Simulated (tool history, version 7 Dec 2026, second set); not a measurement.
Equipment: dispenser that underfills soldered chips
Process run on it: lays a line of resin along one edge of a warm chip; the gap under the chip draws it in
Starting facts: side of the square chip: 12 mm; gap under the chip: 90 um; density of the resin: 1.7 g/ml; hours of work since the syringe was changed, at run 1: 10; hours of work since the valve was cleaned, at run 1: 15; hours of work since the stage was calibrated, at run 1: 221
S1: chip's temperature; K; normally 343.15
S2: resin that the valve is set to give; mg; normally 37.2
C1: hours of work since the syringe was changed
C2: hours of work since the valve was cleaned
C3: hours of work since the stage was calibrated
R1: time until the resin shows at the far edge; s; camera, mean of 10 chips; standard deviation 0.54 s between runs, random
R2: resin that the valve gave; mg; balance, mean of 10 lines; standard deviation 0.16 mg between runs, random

run	hour	S1	S2	C1	C2	C3	R1	R2
1	0.0	343.15	37.2	10	15	221	79.9	37.29
# hour 2.1: new syringe of resin
2	5.1	343.15	37.2	2	19	225	50.2	36.76
3	15.4	343.15	37.2	11	27	233	83.2	36.71
# hour 16.2: new syringe of resin
4	23.4	343.15	43.3	6	33	239	61.5	42.35
# hour 30.1: new syringe of resin
5	30.1	343.15	33.6	0	38	244	44.5	32.95
6	38.4	355.15	33.6	7	45	251	46.7	32.65
# hour 44.1: new syringe of resin
7	44.3	355.15	33.6	0	49	256	30.9	32.76
8	53.5	355.15	33.6	8	57	263	49.7	32.67
# hour 58.7: new syringe of resin
9	59.6	355.15	33.6	1	61	267	32.2	32.71
10	66.6	342.15	37.2	6	67	273	68.0	35.76
# hour 73.4: new syringe of resin
11	76.9	350.15	37.2	3	75	281	41.9	35.74
12	81.7	343.15	37.2	7	79	285	66.8	35.81
13	86.9	337.15	37.2	11	83	289	102.7	35.69
# hour 87.9: new syringe of resin
14	92.5	343.15	40.5	4	87	293	55.1	38.89
15	98.8	343.15	40.5	9	92	298	74.2	38.96
# hour 101.9: new syringe of resin
16	104.2	343.15	40.5	2	96	302	47.8	38.48
17	114.8	336.15	32.2	10	104	311	106.5	30.48
# hour 115.9: new syringe of resin
18	121.6	353.15	43.4	5	110	316	42.7	40.97
19	127.8	347.15	33.2	9	115	321	70.0	31.36
# hour 130.2: new syringe of resin
# hour 132.8: dispensing valve cleaned and set on the balance
20	135.8	347.15	33.2	4	2	326	49.2	33.52
# hour 145.6: new syringe of resin
21	146.9	354.15	40.1	1	11	335	32.8	40.09
22	156.1	354.15	40.1	8	18	342	52.4	39.89
# hour 160.1: new syringe of resin
23	163.7	351.15	34.4	3	24	348	41.7	33.94
24	173.1	333.15	32.8	10	32	355	118.1	32.17
# hour 174.4: new syringe of resin
25	181.4	344.15	39.4	6	38	362	59.8	38.64
# hour 188.5: new syringe of resin
26	190.4	330.15	41.0	2	45	369	73.2	40.30
27	198.9	340.15	37.2	8	52	375	78.9	36.01
# hour 203.0: new syringe of resin
28	204.3	348.15	47.2	1	56	380	39.7	45.94
29	213.5	335.15	45.7	8	63	387	94.1	44.29
# hour 216.9: new syringe of resin
30	219.8	335.15	45.7	2	68	392	65.3	44.12
31	226.0	349.15	39.2	7	73	397	57.6	37.96

Here are 4 independent what-if runs from the current tool condition. What would each one return?
# hour 231.1: new syringe of resin
A	234.8	329.15	36.2	3	80	403	?	?
# hour 231.1: new syringe of resin
B	234.8	340.15	32.0	3	80	403	?	?
# hour 231.1: new syringe of resin
C	234.8	332.15	39.2	3	80	403	?	?
# hour 231.1: new syringe of resin
D	234.8	347.15	32.0	3	80	403	?	?

run	R1	R2
A	84.4	34.58
B	59.2	30.78
C	74.6	37.64
D	47.0	31.03
Stripped of hidden state, with their random variation kept, the same runs would have yielded:
run	R1	R2
A	71.5	35.95
B	49.8	32.00
C	63.1	39.14
D	39.6	32.26
